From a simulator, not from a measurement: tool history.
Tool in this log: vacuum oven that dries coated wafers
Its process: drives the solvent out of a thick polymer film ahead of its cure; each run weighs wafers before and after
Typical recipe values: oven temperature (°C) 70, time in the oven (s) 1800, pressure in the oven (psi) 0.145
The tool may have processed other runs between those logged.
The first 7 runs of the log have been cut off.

run   hour  oven temperature (°C)  time in the oven (s)  pressure in the oven (psi)  solvent left in the film (%)
  8   90.5                     70                  1800                       0.145                          2.63
  9  106.7                     70                  1920                       0.145                          2.34
 10  121.3                     70                  1800                       0.145                          2.63
 11    133                     70                  1800                       0.145                          2.57
 12  141.8                     57                  1800                       0.145                          6.64
 13  153.7                     57                  1800                       0.145                          6.61
 14  169.5                     70                  1800                       0.503                          5.08
 15  182.9                     70                  1800                       0.503                          5.08
 16  198.8                     70                  1260                       0.503                          6.45
 17  207.6                     70                  1260                       0.503                          6.35
 18  218.6                     77                  1800                       0.145                          1.42
 19  231.7                     72                  2280                       0.239                          2.25
 20    245                     72                  2280                       0.112                          1.36
 21  253.2                     72                  2280                       0.112                          1.41
 22  264.6                     72                  2280                       0.112                          1.37
 23    276                     72                  2280                       0.112                          1.42
 24  290.2                     72                  2280                       0.112                          1.41
 25  308.2                     59                  1800                       0.145                          5.87

What does the tool deliver on the next run?
 26  317.4                     67                  1800                       0.132                             ?

solvent left in the film (%): 3.29
If the tool had no hidden condition, the same run with the same run-to-run variation would have returned solvent left in the film (%) 3.31.
